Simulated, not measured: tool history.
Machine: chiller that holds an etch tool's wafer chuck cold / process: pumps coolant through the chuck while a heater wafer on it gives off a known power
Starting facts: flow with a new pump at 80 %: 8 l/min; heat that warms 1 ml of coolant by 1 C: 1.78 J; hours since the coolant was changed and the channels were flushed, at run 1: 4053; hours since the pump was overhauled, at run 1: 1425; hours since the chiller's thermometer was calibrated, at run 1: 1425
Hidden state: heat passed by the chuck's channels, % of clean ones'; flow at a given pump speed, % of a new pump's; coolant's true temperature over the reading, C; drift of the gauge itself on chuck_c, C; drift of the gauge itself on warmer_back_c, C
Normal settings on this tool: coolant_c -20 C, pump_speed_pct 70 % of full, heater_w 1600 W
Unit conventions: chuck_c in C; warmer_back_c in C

run    hour  coolant_c  pump_speed_pct  heater_w  hours since the coolant was changed and the channels were flushed  hours since the pump was overhauled  hours since the chiller's thermometer was calibrated  chuck_c  warmer_back_c
  1       0        -20              70      1600                                                               4053                                 1425                                                  1425        0           7.99
  2    81.3        -12              70      1600                                                               4134                                 1506                                                  1506      8.4           8.01
  3   208.5        -12              70      1600                                                               4261                                 1634                                                  1634      8.4           7.97
  4   366.7        -12              70      1600                                                               4420                                 1792                                                  1792      8.3           8.07
  5   541.6        -20              70      1600                                                               4595                                 1967                                                  1967      0.5           8.08
  6   678.3        -20              70      1600                                                               4731                                 2103                                                  2103      0.5           8.05
  7   758.5        -20              70      1600                                                               4812                                 2184                                                  2184      0.7           8.09
  8   916.4        -20              70      1600                                                               4969                                 2342                                                  2342      0.8           8.25
  9  1081.3        -20              70      1600                                                               5134                                 2507                                                  2507        1           8.14
     1100.9  -- coolant pump overhauled
 10  1249.2        -20              70      1600                                                               5297                                  148                                                  2669      1.5           8.43
 11  1352.5        -20              70      1600                                                               5400                                  252                                                  2773      1.6           8.47
     1420.4  -- chiller's thermometer calibrated
 12  1489.6        -20              70      1600                                                               5537                                  388                                                    69      2.3            8.5
 13  1564.8        -20              70      1600                                                               5612                                  463                                                   144      2.3           8.52
 14  1651.2        -25              61      1600                                                               5698                                  549                                                   231      0.7           9.82
       1760  -- coolant changed, channels flushed
 15  1779.3        -15              71      1600                                                                 19                                  671                                                   353      4.7            8.4
 16  1882.9        -15              62      2197                                                                123                                  775                                                   456     16.2          13.45
     1982.6  -- coolant pump overhauled, once more
 17  2059.5        -18              89      1600                                                                295                                   77                                                   628     -3.6           5.99
 18  2207.4        -18              86      1703                                                                442                                  225                                                   776     -2.1           6.61
 19  2387.9        -23              86      1679                                                                623                                  405                                                   956       -7           6.63
 20    2479        -20              89      2255                                                                714                                  496                                                  1048      0.8            8.5
 21  2569.6        -19              65      1498                                                                805                                  587                                                  1138     -0.1              8
 22  2735.4        -19              65      1498                                                                970                                  753                                                  1304        0           8.05
 23  2843.5        -19              65      1498                                                               1078                                  861                                                  1412     -0.1           8.06
 24  3002.7        -19              65      1498                                                               1238                                 1020                                                  1571      0.1           8.05
 25  3122.6        -20              70       903                                                               1358                                 1140                                                  1691     -9.3           4.51

What if the next run were any one of these 4? Each begins from the tool's condition after run 25:
  A  3226.2        -20              80      1473                                                               1461                                 1244                                                  1795        ?              ?
  B  3226.2        -27              89       903                                                               1461                                 1244                                                  1795        ?              ?
  C  3226.2        -13              79      1600                                                               1461                                 1244                                                  1795        ?              ?
  D  3226.2        -20              93       903                                                               1461                                 1244                                                  1795        ?              ?

run  chuck_c  warmer_back_c
  A     -4.7           6.37
  B    -18.7           3.51
  C      3.8           7.08
  D      -12           3.31
What these runs would have given with no unlogged condition in the tool:
run  chuck_c  warmer_back_c
  A     -5.4           6.18
  B    -18.9           3.41
  C      3.1           6.88
  D    -12.3           3.22
